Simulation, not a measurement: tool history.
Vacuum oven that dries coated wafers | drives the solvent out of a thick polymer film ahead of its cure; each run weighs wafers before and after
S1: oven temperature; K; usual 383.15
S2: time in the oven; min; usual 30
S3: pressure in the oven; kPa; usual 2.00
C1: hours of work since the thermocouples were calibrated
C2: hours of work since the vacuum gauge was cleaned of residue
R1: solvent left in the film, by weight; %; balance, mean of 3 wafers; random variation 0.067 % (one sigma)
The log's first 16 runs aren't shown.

run 17 day=10.488 | S1=383.15 S2=30 S3=3.04 | C1=789 C2=345 | R1=5.37
run 18 day=11.283 | S1=383.15 S2=30 S3=3.04 | C1=800 C2=356 | R1=5.42
-- day=11.658 oven's thermocouples calibrated
run 19 day=11.975 | S1=383.15 S2=30 S3=3.04 | C1=4 C2=364 | R1=5.33
run 20 day=12.742 | S1=383.15 S2=30 S3=2.00 | C1=15 C2=375 | R1=4.27
run 21 day=13.583 | S1=383.15 S2=30 S3=2.00 | C1=26 C2=386 | R1=4.31
run 22 day=14.029 | S1=383.15 S2=30 S3=2.00 | C1=32 C2=392 | R1=4.41
run 23 day=14.829 | S1=383.15 S2=30 S3=2.00 | C1=43 C2=403 | R1=4.35
-- day=15.754 oven's thermocouples calibrated, once more
run 24 day=15.758 | S1=386.15 S2=21 S3=1.07 | C1=0 C2=414 | R1=4.41
run 25 day=16.158 | S1=387.15 S2=30 S3=6.61 | C1=5 C2=420 | R1=7.82
run 26 day=17.004 | S1=387.15 S2=30 S3=6.61 | C1=17 C2=431 | R1=8.03

Forecast run 27:
run 27 day=17.638 | S1=377.15 S2=30 S3=4.48 | C1=25 C2=439 | R1=?

Run 27 gave R1 8.64 %.
Without the tool's hidden state the same run would have given R1 8.36 %.

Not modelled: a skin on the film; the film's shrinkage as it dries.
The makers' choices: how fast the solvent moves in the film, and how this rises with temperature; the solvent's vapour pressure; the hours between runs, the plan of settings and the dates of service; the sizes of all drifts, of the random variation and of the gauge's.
